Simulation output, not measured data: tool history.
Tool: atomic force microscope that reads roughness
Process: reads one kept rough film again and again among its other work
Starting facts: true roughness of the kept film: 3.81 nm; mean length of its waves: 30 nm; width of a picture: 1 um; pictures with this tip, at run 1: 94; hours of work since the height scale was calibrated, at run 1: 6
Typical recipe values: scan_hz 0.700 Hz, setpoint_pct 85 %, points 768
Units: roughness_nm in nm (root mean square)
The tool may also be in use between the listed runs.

run,hour,scan_hz,setpoint_pct,points,pictures with this tip,hours of work since the height scale was calibrated,roughness_nm
1,0.0,0.700,85,768,94,6,2.563
2,5.1,3.791,85,768,101,9,2.258
3,9.8,3.791,85,768,107,11,2.213
4,19.4,3.791,85,768,120,17,2.179
5,30.7,3.791,85,768,135,23,2.118
6,41.7,3.791,85,768,149,30,2.046
7,48.7,3.791,85,768,158,33,2.036
8,54.8,0.700,83,768,167,37,2.275
9,62.8,0.700,83,538,177,42,2.225
# hour 64.7: new tip fitted
10,72.4,0.700,83,538,10,47,3.068
11,80.2,0.700,83,538,21,51,3.004
12,87.5,0.700,85,343,30,55,2.912
13,96.0,0.700,58,768,42,60,2.948
14,105.2,0.700,58,433,54,65,2.850
15,112.2,0.700,71,433,63,69,2.789
16,119.3,0.700,85,768,73,73,2.689
17,128.2,0.700,85,322,84,78,2.609
18,134.0,0.700,85,322,92,82,2.592
19,140.1,0.700,85,322,100,85,2.525
20,148.4,0.700,85,322,111,90,2.502
21,158.7,1.465,77,768,125,96,2.414
22,163.5,3.987,59,521,131,99,2.385
23,168.9,2.811,64,511,139,102,2.368
24,174.7,3.752,61,679,146,105,2.325
25,185.7,1.818,63,517,161,111,2.302
26,193.8,1.818,63,517,172,116,2.260
# hour 199.9: new tip fitted
27,200.1,1.449,73,768,0,119,3.116
28,205.9,2.196,89,472,8,122,2.838
29,213.6,2.196,89,472,18,127,2.777
30,221.8,0.700,85,768,29,131,2.951
31,229.4,0.674,61,287,39,136,2.909
32,234.7,0.700,65,274,46,139,2.862
33,241.9,0.700,65,274,56,143,2.801
34,252.1,0.700,65,274,69,149,2.732
35,262.3,0.700,65,274,83,155,2.647

Here are 5 independent what-if runs from the current tool condition. What would each one return?
A,268.4,1.690,65,807,91,158,?
B,268.4,0.664,65,274,91,158,?
C,268.4,0.700,85,774,91,158,?
D,268.4,1.930,58,274,91,158,?
E,268.4,1.931,65,516,91,158,?

run,roughness_nm
A,2.617
B,2.610
C,2.592
D,2.602
E,2.597
With the hidden condition removed and each run's random variation left untouched, the same runs would have given:
run,roughness_nm
A,3.192
B,3.184
C,3.161
D,3.174
E,3.168

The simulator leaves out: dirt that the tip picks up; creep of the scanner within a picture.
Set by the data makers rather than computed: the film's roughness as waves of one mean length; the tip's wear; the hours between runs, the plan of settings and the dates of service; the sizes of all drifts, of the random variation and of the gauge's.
